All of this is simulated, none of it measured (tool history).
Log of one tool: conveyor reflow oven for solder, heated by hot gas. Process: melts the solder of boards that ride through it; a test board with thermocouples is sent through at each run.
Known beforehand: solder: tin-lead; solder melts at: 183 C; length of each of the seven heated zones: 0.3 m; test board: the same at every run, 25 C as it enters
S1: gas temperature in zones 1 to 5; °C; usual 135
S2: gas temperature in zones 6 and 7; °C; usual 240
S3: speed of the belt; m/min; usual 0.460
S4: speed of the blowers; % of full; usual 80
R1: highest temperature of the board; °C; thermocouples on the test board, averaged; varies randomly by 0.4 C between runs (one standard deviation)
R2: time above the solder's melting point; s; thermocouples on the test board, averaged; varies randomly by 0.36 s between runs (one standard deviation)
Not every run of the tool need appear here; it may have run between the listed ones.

| run | hour | S1 | S2 | S3 | S4 | R1 | R2 |
|---|---|---|---|---|---|---|---|
| 1 | 0.0 | 135 | 240 | 0.460 | 80 | 224.1 | 62.9 |
| 2 | 48.1 | 127 | 240 | 0.460 | 80 | 222.4 | 58.1 |
| 3 | 92.5 | 127 | 240 | 0.460 | 80 | 218.0 | 56.4 |
| 4 | 160.3 | 127 | 240 | 0.460 | 80 | 218.1 | 56.0 |
| 5 | 217.4 | 127 | 240 | 0.460 | 80 | 218.6 | 56.2 |
| 6 | 290.3 | 127 | 240 | 0.460 | 80 | 217.4 | 55.8 |
| 7 | 325.4 | 135 | 229 | 0.460 | 80 | 210.4 | 50.9 |
| 8 | 372.9 | 135 | 229 | 0.460 | 80 | 209.6 | 51.1 |
| 9 | 437.6 | 135 | 229 | 0.460 | 80 | 209.6 | 49.8 |
| 10 | 490.1 | 135 | 240 | 0.401 | 80 | 222.6 | 72.1 |
| 11 | 534.2 | 135 | 240 | 0.460 | 80 | 217.4 | 59.0 |
| 12 | 617.5 | 135 | 240 | 0.460 | 80 | 222.8 | 63.1 |
| 13 | 672.6 | 135 | 240 | 0.460 | 80 | 222.3 | 63.2 |
| 14 | 742.8 | 135 | 240 | 0.460 | 80 | 222.7 | 62.3 |
| 15 | 797.3 | 147 | 242 | 0.476 | 80 | 225.1 | 66.9 |
| 16 | 875.9 | 147 | 242 | 0.476 | 80 | 224.5 | 66.4 |
| 17 | 913.7 | 147 | 237 | 0.398 | 80 | 226.5 | 80.6 |
| 18 | 1003.2 | 147 | 237 | 0.398 | 80 | 224.3 | 77.9 |
| 19 | 1038.4 | 137 | 230 | 0.410 | 72 | 214.2 | 62.2 |
| 20 | 1073.8 | 126 | 249 | 0.514 | 85 | 222.1 | 51.6 |
| 21 | 1124.9 | 143 | 252 | 0.452 | 65 | 229.0 | 69.1 |

Withheld: 4 entries from between the runs. Position of each, and hidden state at the listed run before versus the listed run after:
After run 2, before run 3: thermocouples of zones 6 and 7 changed (hour 65.9)
  heat that the gas passes to the board, % of a clean oven's: 94.6 -> 93.8; belt's true speed, % of the reading: 98.95 -> 98.92; true gas temperature in zones 6 and 7 over the reading, C: 3.63 -> -0.12
  measured minus no-state result, R1: +1.7 -> -1.8 °C; R2: +1.6 -> -1.0 s
After run 10, before run 11: belt drive overhauled, speed set with a stopwatch (hour 501.4)
  heat that the gas passes to the board, % of a clean oven's: 86 -> 85.2; belt's true speed, % of the reading: 98.64 -> 97.86; true gas temperature in zones 6 and 7 over the reading, C: 0.79 -> 0.89
  measured minus no-state result, R1: -2.9 -> -3.4 °C; R2: -1.6 -> -1.9 s
After run 11, before run 12: flux residue cleaned out of gas plates and filters (hour 589.1)
  heat that the gas passes to the board, % of a clean oven's: 85.2 -> 98.4; belt's true speed, % of the reading: 97.86 -> 97.8; true gas temperature in zones 6 and 7 over the reading, C: 0.89 -> 1.07
  measured minus no-state result, R1: -3.4 -> +1.2 °C; R2: -1.9 -> +2.3 s
After run 17, before run 18: belt drive overhauled, speed set with a stopwatch, once more (hour 960.3)
  heat that the gas passes to the board, % of a clean oven's: 92 -> 90.3; belt's true speed, % of the reading: 97.58 -> 100.09; true gas temperature in zones 6 and 7 over the reading, C: 1.77 -> 1.97
  measured minus no-state result, R1: +0.4 -> -0.6 °C; R2: +2.0 -> -0.8 s
